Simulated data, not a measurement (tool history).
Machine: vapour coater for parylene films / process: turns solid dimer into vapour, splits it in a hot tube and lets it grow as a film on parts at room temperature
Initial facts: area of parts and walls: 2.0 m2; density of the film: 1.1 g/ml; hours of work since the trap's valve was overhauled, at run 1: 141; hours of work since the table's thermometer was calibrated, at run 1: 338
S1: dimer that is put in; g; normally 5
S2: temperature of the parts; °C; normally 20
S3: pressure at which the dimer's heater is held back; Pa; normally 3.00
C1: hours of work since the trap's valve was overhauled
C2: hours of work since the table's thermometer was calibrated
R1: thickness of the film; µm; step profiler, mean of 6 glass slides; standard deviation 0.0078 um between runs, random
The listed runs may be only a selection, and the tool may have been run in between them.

Run 1, hour 0.0: usual settings; C1 141; C2 338. Result: R1 1.740 µm.
Run 2, hour 15.3: usual settings; C1 149; C2 346. Result: R1 1.742 µm.
Run 3, hour 25.6: usual settings but S3 7.04 Pa; C1 155; C2 351. Result: R1 1.628 µm.
Run 4, hour 35.9: usual settings but S3 7.04 Pa; C1 160; C2 356. Result: R1 1.624 µm.
Run 5, hour 52.1: usual settings but S2 13 °C; C1 169; C2 365. Result: R1 2.137 µm.
Run 6, hour 62.3: usual settings; C1 174; C2 370. Result: R1 1.751 µm.
Run 7, hour 69.8: usual settings; C1 178; C2 374. Result: R1 1.757 µm.
Run 8, hour 78.9: usual settings; C1 183; C2 379. Result: R1 1.758 µm.
Run 9, hour 93.8: usual settings but S2 23 °C; C1 191; C2 387. Result: R1 1.616 µm.
Run 10, hour 101.9: usual settings but S2 23 °C; C1 195; C2 391. Result: R1 1.622 µm.
Run 11, hour 113.0: usual settings but S2 25 °C; C1 201; C2 397. Result: R1 1.535 µm.
Run 12, hour 126.9: usual settings but S2 25 °C; C1 208; C2 404. Result: R1 1.522 µm.
Run 13, hour 136.7: usual settings but S1 2 g, S2 22 °C, S3 3.80 Pa; C1 213; C2 409. Result: R1 0.661 µm.
Run 14, hour 149.7: usual settings but S2 12 °C, S3 5.16 Pa; C1 220; C2 416. Result: R1 2.105 µm.
Run 15, hour 161.9: usual settings but S2 12 °C, S3 5.16 Pa; C1 226; C2 423. Result: R1 2.121 µm.
Run 16, hour 174.6: usual settings but S2 12 °C, S3 5.16 Pa; C1 233; C2 429. Result: R1 2.106 µm.
Run 17, hour 183.0: usual settings but S1 7 g; C1 237; C2 434. Result: R1 2.465 µm.
Run 18, hour 197.6: usual settings but S1 3 g, S2 14 °C, S3 3.10 Pa; C1 245; C2 441. Result: R1 1.249 µm.
Run 19, hour 205.4: usual settings but S1 3 g, S2 14 °C, S3 2.90 Pa; C1 249; C2 445. Result: R1 1.262 µm.
Run 20, hour 215.1: usual settings but S1 2 g, S2 21 °C, S3 3.56 Pa; C1 254; C2 450. Result: R1 0.674 µm.
Run 21, hour 222.2: usual settings but S1 7 g, S2 18 °C, S3 2.03 Pa; C1 258; C2 454. Result: R1 2.709 µm.
Run 22, hour 228.9: usual settings but S2 30 °C; C1 261; C2 458. Result: R1 1.334 µm.
Run 23, hour 238.8: usual settings but S1 6 g, S2 21 °C, S3 4.22 Pa; C1 267; C2 463. Result: R1 1.996 µm.
Run 24, hour 246.1: usual settings but S1 3 g, S2 15 °C, S3 9.92 Pa; C1 270; C2 467. Result: R1 1.098 µm.

Branching from run 24: 5 alternative next runs. What would each branch give?
Run A, hour 255.5: usual settings but S1 4 g, S2 13 °C, S3 9.92 Pa; C1 275; C2 472. Result: R1 ?.
Run B, hour 255.5: usual settings but S3 4.90 Pa; C1 275; C2 472. Result: R1 ?.
Run C, hour 255.5: usual settings but S1 2 g, S3 2.29 Pa; C1 275; C2 472. Result: R1 ?.
Run D, hour 255.5: usual settings but S1 7 g, S2 15 °C, S3 9.92 Pa; C1 275; C2 472. Result: R1 ?.
Run E, hour 255.5: usual settings but S2 15 °C, S3 11.09 Pa; C1 275; C2 472. Result: R1 ?.

run     R1
  A  1.567
  B  1.699
  C  0.730
  D  2.573
  E  1.820
Stripped of hidden state, with their random variation kept, the same runs would have yielded:
run     R1
  A  1.544
  B  1.674
  C  0.719
  D  2.535
  E  1.793
